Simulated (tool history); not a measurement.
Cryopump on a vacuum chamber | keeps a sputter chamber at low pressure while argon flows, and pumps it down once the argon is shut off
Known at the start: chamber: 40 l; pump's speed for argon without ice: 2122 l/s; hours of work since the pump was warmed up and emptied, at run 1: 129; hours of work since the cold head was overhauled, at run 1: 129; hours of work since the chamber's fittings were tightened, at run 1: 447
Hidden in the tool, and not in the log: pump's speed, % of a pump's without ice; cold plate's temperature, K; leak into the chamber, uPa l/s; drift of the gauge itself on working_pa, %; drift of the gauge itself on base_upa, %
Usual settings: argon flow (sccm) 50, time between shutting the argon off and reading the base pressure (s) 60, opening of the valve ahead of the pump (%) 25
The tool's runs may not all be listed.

run     day  argon flow (sccm)  time between shutting the argon off and reading the base pressure (s)  opening of the valve ahead of the pump (%)  hours of work since the pump was warmed up and emptied  hours of work since the cold head was overhauled  hours of work since the chamber's fittings were tightened  pressure while argon flows (Pa)  pressure after the wait (uPa)
  1   0.000                 50                                                                     60                                          25                                                     129                                               129                                                        447                           0.1616                           1.41
  2   2.208                 50                                                                     60                                          25                                                     170                                               170                                                        489                           0.1620                           1.51
  3   5.321                 50                                                                     60                                          47                                                     229                                               229                                                        548                           0.0900                           1.49
  4   6.754                 50                                                                     60                                          47                                                     256                                               256                                                        575                           0.0895                           1.51
  5  10.208                 50                                                                     35                                          25                                                     322                                               322                                                        640                           0.1659                           2.36
  6  12.546                 50                                                                    141                                          25                                                     366                                               366                                                        684                           0.1693                           0.99
     14.375  -- pump warmed up, emptied and cooled again
  7  15.012                 50                                                                    141                                          25                                                      12                                               408                                                        727                           0.1605                           0.92
  8  17.996                 50                                                                    141                                          25                                                      68                                               465                                                        783                           0.1610                           1.01
  9  21.212                 22                                                                    141                                          25                                                     129                                               526                                                        844                           0.0711                           1.05
 10  24.429                 50                                                                     60                                          25                                                     190                                               587                                                        905                           0.1637                           1.68
 11  26.983                 50                                                                     60                                          25                                                     238                                               635                                                        953                           0.1662                           1.74
 12  28.821                 70                                                                     60                                          25                                                     273                                               670                                                        988                           0.2318                           1.76
 13  30.362                 70                                                                     60                                          25                                                     302                                               699                                                       1017                           0.2344                           1.74
 14  31.767                 50                                                                     60                                          28                                                     329                                               725                                                       1044                           0.1502                           1.88
 15  33.342                 24                                                                     21                                          18                                                     359                                               755                                                       1074                           0.1102                           3.72
     35.479  -- pump warmed up, emptied and cooled again
 16  36.767                 65                                                                     60                                          16                                                      24                                               816                                                       1134                           0.3250                           1.76
 17  40.208                 50                                                                    239                                          25                                                      89                                               881                                                       1199                           0.1606                           1.00
 18  43.608                 50                                                                    239                                          25                                                     154                                               945                                                       1264                           0.1628                           1.08
 19  45.354                 59                                                                    252                                          17                                                     187                                               978                                                       1297                           0.2811                           1.12
 20  47.817                 36                                                                     33                                          22                                                     233                                              1025                                                       1343                           0.1325                           2.84
 21  51.117                 65                                                                     60                                          25                                                     296                                              1087                                                       1406                           0.2158                           2.02
 22  54.288                 46                                                                    134                                          33                                                     356                                              1147                                                       1466                           0.1183                           1.46
     56.646  -- pump warmed up, emptied and cooled again
 23  57.617                 61                                                                    253                                          33                                                      18                                              1206                                                       1525                           0.1476                           1.12
 24  60.321                 61                                                                    253                                          33                                                      70                                              1257                                                       1576                           0.1489                           1.17
 25  62.750                 61                                                                    253                                          33                                                     115                                              1303                                                       1622                           0.1524                           1.22
 26  65.925                 28                                                                     35                                          32                                                     175                                              1363                                                       1682                           0.0724                           2.87
 27  69.112                 34                                                                     60                                          25                                                     236                                              1424                                                       1742                           0.1124                           2.12
 28  70.808                 34                                                                     60                                          25                                                     268                                              1456                                                       1774                           0.1123                           2.20

4 ways to go on from here, each from the tool as it stands after run 28. What would each give?
  A  73.558                 34                                                                     98                                          30                                                     320                                              1508                                                       1826                                ?                              ?
  B  73.558                 34                                                                     65                                          46                                                     320                                              1508                                                       1826                                ?                              ?
  C  73.558                 34                                                                    192                                          25                                                     320                                              1508                                                       1826                                ?                              ?
  D  73.558                 50                                                                     60                                          53                                                     320                                              1508                                                       1826                                ?                              ?

run  pressure while argon flows (Pa)  pressure after the wait (uPa)
  A                           0.0954                           1.81
  B                           0.0635                           2.20
  C                           0.1134                           1.55
  D                           0.0819                           2.21
Without the tool's hidden state the same runs would have given:
run  pressure while argon flows (Pa)  pressure after the wait (uPa)
  A                           0.0902                           0.77
  B                           0.0582                           1.15
  C                           0.1081                           0.50
  D                           0.0742                           1.18

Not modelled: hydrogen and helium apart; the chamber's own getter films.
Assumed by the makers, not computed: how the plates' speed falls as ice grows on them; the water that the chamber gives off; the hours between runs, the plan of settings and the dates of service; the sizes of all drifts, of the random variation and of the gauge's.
